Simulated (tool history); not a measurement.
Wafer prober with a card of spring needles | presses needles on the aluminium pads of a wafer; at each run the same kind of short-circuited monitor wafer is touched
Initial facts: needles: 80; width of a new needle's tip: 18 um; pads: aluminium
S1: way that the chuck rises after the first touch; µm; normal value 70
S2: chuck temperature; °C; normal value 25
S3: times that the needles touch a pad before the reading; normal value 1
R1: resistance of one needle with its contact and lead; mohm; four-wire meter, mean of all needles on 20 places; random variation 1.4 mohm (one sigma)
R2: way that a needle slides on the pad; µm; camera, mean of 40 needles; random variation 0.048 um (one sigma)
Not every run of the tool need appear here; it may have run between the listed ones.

| run | day | S1 | S2 | S3 | R1 | R2 |
|---|---|---|---|---|---|---|
| 1 | 0 | 70 | 25 | 1 | 153 | 17.84 |
|  | 0.475 | tips cleaned on abrasive film |
| 2 | 0.492 | 70 | 25 | 1 | 179 | 17.76 |
| 3 | 0.921 | 70 | 25 | 1 | 171 | 17.72 |
| 4 | 1.15 | 70 | 25 | 1 | 166 | 17.76 |
| 5 | 1.392 | 70 | 25 | 1 | 168 | 17.81 |
|  | 1.708 | tips cleaned on abrasive film |
| 6 | 1.754 | 70 | 25 | 1 | 128 | 17.65 |
| 7 | 1.979 | 70 | 25 | 1 | 137 | 17.71 |
|  | 2.358 | tips cleaned on abrasive film, once more |
| 8 | 2.358 | 70 | 25 | 1 | 127 | 17.71 |
| 9 | 2.683 | 70 | 25 | 1 | 142 | 17.81 |
| 10 | 2.983 | 70 | 25 | 1 | 149 | 17.71 |
| 11 | 3.221 | 70 | 25 | 1 | 157 | 17.67 |
| 12 | 3.529 | 70 | 25 | 1 | 158 | 17.71 |
|  | 3.596 | tips cleaned on abrasive film |
| 13 | 3.746 | 70 | 25 | 2 | 131 | 17.7 |
| 14 | 3.967 | 70 | 25 | 1 | 141 | 17.76 |
| 15 | 4.4 | 70 | 25 | 1 | 154 | 17.67 |
| 16 | 4.725 | 70 | 40 | 1 | 159 | 17.65 |
|  | 4.829 | tips cleaned on abrasive film |
| 17 | 5.121 | 70 | 40 | 1 | 145 | 17.63 |
| 18 | 5.421 | 70 | 40 | 1 | 149 | 17.66 |
| 19 | 5.746 | 70 | 32 | 2 | 144 | 17.75 |
|  | 6.062 | tips cleaned on abrasive film |
| 20 | 6.179 | 70 | 32 | 2 | 131 | 17.63 |
| 21 | 6.538 | 86 | 30 | 2 | 129 | 21.86 |
| 22 | 6.762 | 66 | 25 | 2 | 145 | 16.66 |
| 23 | 7.188 | 57 | 39 | 3 | 147 | 14.31 |
|  | 7.308 | tips cleaned on abrasive film |
| 24 | 7.562 | 57 | 39 | 3 | 134 | 14.32 |
| 25 | 7.883 | 86 | 70 | 2 | 136 | 21.67 |
| 26 | 8.308 | 86 | 70 | 2 | 138 | 21.83 |
|  | 8.558 | tips cleaned on abrasive film |
| 27 | 8.742 | 86 | 70 | 1 | 136 | 21.74 |
| 28 | 8.954 | 56 | 38 | 2 | 150 | 14.03 |
| 29 | 9.217 | 69 | 51 | 1 | 156 | 17.37 |
| 30 | 9.571 | 54 | 32 | 1 | 184 | 13.59 |
|  | 9.804 | tips cleaned on abrasive film |
| 31 | 9.942 | 70 | 63 | 2 | 138 | 17.63 |
| 32 | 10.171 | 70 | 91 | 2 | 144 | 17.74 |
| 33 | 10.417 | 70 | 91 | 2 | 147 | 17.51 |
| 34 | 10.725 | 70 | 91 | 2 | 151 | 17.6 |

Each row is a separate what-if for the run after 34, all from the same tool condition, not one after another. Results?
| A | 11.008 | 67 | 25 | 1 | ? | ? |
| B | 11.008 | 60 | 108 | 2 | ? | ? |
| C | 11.008 | 78 | 71 | 1 | ? | ? |
| D | 11.008 | 67 | 74 | 1 | ? | ? |

| run | R1 | R2 |
|---|---|---|
| A | 162 | 16.9 |
| B | 166 | 15.02 |
| C | 156 | 19.69 |
| D | 168 | 16.86 |
Stripped of hidden state, with their random variation kept, the same runs would have yielded:
| run | R1 | R2 |
|---|---|---|
| A | 121 | 17.27 |
| B | 138 | 15.38 |
| C | 127 | 20.05 |
| D | 129 | 17.22 |

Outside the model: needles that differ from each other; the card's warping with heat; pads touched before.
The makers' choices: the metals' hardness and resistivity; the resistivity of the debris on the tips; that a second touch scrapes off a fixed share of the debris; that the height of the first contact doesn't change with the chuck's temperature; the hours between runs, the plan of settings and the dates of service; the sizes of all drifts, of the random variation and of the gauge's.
